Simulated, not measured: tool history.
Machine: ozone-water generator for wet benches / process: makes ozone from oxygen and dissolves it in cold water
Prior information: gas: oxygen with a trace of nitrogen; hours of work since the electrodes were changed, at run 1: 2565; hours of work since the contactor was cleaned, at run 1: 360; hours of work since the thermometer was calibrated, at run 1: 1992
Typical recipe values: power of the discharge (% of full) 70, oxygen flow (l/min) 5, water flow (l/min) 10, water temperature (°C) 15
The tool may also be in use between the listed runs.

run,hour,power of the discharge (% of full),oxygen flow (l/min),water flow (l/min),water temperature (°C),hours of work since the electrodes were changed,hours of work since the contactor was cleaned,hours of work since the thermometer was calibrated,dissolved ozone (ppm),ozone in the gas ahead of the water (g/m3)
1,0,70,5,10,15,2565,360,1992,28.9,169.2
2,48.1,70,5,10,15,2609,405,2037,29,170.1
3,119.3,70,5,10,15,2675,471,2103,28.7,171.5
4,206.7,99,5,10,15,2756,552,2184,38.3,229.6
5,297.7,70,5,10,15,2841,636,2268,28.9,171.1
6,384.6,70,5,10,13,2921,717,2349,29.6,172.7
7,450.5,70,5,6,13,2982,778,2410,39.3,173.2
8,489,70,5,6,15,3018,813,2445,38.2,171.6
9,579.5,70,5,10,15,3102,897,2529,29.1,172.2
10,647.4,70,5,10,15,3165,960,2592,28.4,173.4
11,708,70,7.45,10,19,3221,1016,2648,26,149.7
12,747.4,70,7.45,10,19,3257,1053,2685,26.5,151
13,822.8,60,7.05,10,20,3327,1122,2754,22.6,136.5
14,913.3,58,8.54,14,9,3411,1206,2838,23.3,124.1
15,962,44,4.1,6,10,3456,1251,2883,29.1,126.3
16,1033.3,79,7.21,13,11,3522,1317,2949,29.6,170.3
17,1086.8,98,5,6,15,3572,1367,2999,49.7,229.7
18,1164.2,50,5.8,9,21,3643,1439,3071,20.5,127.5
19,1244.9,70,5,10,10,3718,1513,3145,31.4,174.9

Each row is a separate what-if for the run after 19, all from the same tool condition, not one after another. Results?
A,1297.1,70,5,6,15,3766,1562,3194,?,?
B,1297.1,70,5,15,15,3766,1562,3194,?,?
C,1297.1,85,5,10,10,3766,1562,3194,?,?

run,dissolved ozone (ppm),ozone in the gas ahead of the water (g/m3)
A,38,175.3
B,21.4,175.2
C,36.8,204.9
With no hidden state in the tool, these same runs would have given:
run,dissolved ozone (ppm),ozone in the gas ahead of the water (g/m3)
A,38,171.2
B,21.4,171.1
C,36.9,200.2

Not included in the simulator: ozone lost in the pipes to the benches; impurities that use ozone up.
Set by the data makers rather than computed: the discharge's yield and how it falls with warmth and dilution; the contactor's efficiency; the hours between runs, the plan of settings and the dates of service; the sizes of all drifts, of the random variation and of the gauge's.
